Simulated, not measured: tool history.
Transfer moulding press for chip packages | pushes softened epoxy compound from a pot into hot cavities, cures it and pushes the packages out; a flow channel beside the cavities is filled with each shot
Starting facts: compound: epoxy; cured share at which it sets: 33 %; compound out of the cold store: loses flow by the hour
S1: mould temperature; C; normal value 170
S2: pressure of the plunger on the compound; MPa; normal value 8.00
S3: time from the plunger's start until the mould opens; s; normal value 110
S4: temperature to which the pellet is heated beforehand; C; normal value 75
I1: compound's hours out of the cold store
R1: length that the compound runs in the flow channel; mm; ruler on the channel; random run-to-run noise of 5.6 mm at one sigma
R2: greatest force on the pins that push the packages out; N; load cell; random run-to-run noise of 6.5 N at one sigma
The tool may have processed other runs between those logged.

run 1 hour=0.0 | S1=170 S2=8.00 S3=110 S4=75 | I1=41.0 | R1=502 R2=411
run 2 hour=19.8 | S1=170 S2=8.00 S3=110 S4=75 | I1=33.1 | R1=517 R2=447
-- hour=50.0 cavities cleaned with cleaning compound and waxed
run 3 hour=52.4 | S1=170 S2=8.00 S3=110 S4=75 | I1=38.4 | R1=505 R2=247
run 4 hour=77.9 | S1=170 S2=8.00 S3=110 S4=75 | I1=33.5 | R1=514 R2=385
run 5 hour=107.2 | S1=168 S2=8.00 S3=110 S4=75 | I1=40.3 | R1=502 R2=480
-- hour=136.3 cavities cleaned with cleaning compound and waxed
run 6 hour=138.8 | S1=170 S2=6.42 S3=110 S4=75 | I1=41.4 | R1=438 R2=255
run 7 hour=162.2 | S1=170 S2=6.42 S3=110 S4=75 | I1=40.1 | R1=437 R2=381
run 8 hour=175.5 | S1=170 S2=6.42 S3=110 S4=75 | I1=29.8 | R1=468 R2=409
run 9 hour=197.0 | S1=170 S2=8.00 S3=110 S4=75 | I1=39.0 | R1=499 R2=459
run 10 hour=211.8 | S1=172 S2=8.30 S3=110 S4=74 | I1=11.8 | R1=560 R2=443
-- hour=224.0 cavities cleaned with cleaning compound and waxed
run 11 hour=243.2 | S1=176 S2=7.91 S3=110 S4=77 | I1=41.1 | R1=470 R2=279
run 12 hour=263.8 | S1=168 S2=8.74 S3=91 S4=78 | I1=19.9 | R1=562 R2=733
run 13 hour=276.7 | S1=177 S2=7.60 S3=124 S4=83 | I1=18.5 | R1=501 R2=336
run 14 hour=293.3 | S1=171 S2=6.58 S3=119 S4=75 | I1=24.8 | R1=455 R2=403
-- hour=310.8 cavities cleaned with cleaning compound and waxed
run 15 hour=313.6 | S1=174 S2=8.00 S3=110 S4=75 | I1=43.8 | R1=457 R2=217
run 16 hour=335.1 | S1=174 S2=9.76 S3=110 S4=75 | I1=37.2 | R1=521 R2=311
run 17 hour=348.5 | S1=162 S2=8.00 S3=101 S4=76 | I1=14.9 | R1=550 R2=983
run 18 hour=371.1 | S1=162 S2=8.00 S3=101 S4=69 | I1=36.4 | R1=504 R2=963

A few steps of R1 between consecutive runs. Split each: what settings, incoming material and random variation would produce without the hidden state, and what is left over for the hidden state, along with gauge scatter present in only one of the two compared results (measured, and without hidden state):
Unlogged tool condition in this case: true mould temperature over the reading, C; pressure that reaches the compound, % of what is set; grip of the stained cavities, % over clean ones'; drift of the gauge itself on flow_mm, %; drift of the gauge itself on push_out_n, %.
Run 11 -> 12: S1 176 -> 168, S2 7.91 -> 8.74, S3 110 -> 91, S4 77 -> 78. R1 +92 mm: hidden state -10, all else +102.
